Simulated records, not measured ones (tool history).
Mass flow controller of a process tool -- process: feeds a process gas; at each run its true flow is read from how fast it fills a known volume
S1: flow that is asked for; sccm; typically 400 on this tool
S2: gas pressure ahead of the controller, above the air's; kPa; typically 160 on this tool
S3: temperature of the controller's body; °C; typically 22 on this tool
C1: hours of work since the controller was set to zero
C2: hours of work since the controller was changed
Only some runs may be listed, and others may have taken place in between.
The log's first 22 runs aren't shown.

Run 23, hour 1326.1: usual settings but S1 99 sccm, S2 168 kPa, S3 37 °C; C1 162; C2 813. Result: true flow (%) 98.44.
Run 24, hour 1367.8: usual settings but S1 491 sccm, S2 168 kPa, S3 23 °C; C1 178; C2 829. Result: true flow (%) 99.78.
Run 25, hour 1415.9: usual settings but S1 491 sccm, S2 168 kPa, S3 23 °C; C1 197; C2 847. Result: true flow (%) 99.76.
Run 26, hour 1500.8: usual settings but S1 178 sccm, S2 152 kPa, S3 34 °C; C1 229; C2 879. Result: true flow (%) 98.76.
Run 27, hour 1581.7: usual settings but S1 178 sccm, S2 152 kPa, S3 34 °C; C1 260; C2 910. Result: true flow (%) 98.73.
Run 28, hour 1625.9: usual settings but S1 180 sccm, S3 40 °C; C1 277; C2 927. Result: true flow (%) 99.14.
Run 29, hour 1675.4: usual settings but S1 65 sccm, S3 30 °C; C1 296; C2 946. Result: true flow (%) 98.02.
Run 30, hour 1749.1: usual settings but S1 65 sccm, S3 26 °C; C1 324; C2 974. Result: true flow (%) 97.78.

Forecast each of these 4 alternatives for the next run:
Run A, hour 1799.7: usual settings but S2 238 kPa, S3 24 °C; C1 343; C2 993. Result: true flow (%) ?.
Run B, hour 1799.7: usual settings but S1 151 sccm, S3 30 °C; C1 343; C2 993. Result: true flow (%) ?.
Run C, hour 1799.7: usual settings but S1 324 sccm, S3 38 °C; C1 343; C2 993. Result: true flow (%) ?.
Run D, hour 1799.7: usual settings but S1 357 sccm, S2 273 kPa; C1 343; C2 993. Result: true flow (%) ?.

run  true flow (%)
  A           98.9
  B          98.26
  C          99.85
  D          98.17
Take away the tool's hidden state, keep each run's random variation, and the runs would have read:
run  true flow (%)
  A          99.12
  B          98.34
  C         100.04
  D          98.38

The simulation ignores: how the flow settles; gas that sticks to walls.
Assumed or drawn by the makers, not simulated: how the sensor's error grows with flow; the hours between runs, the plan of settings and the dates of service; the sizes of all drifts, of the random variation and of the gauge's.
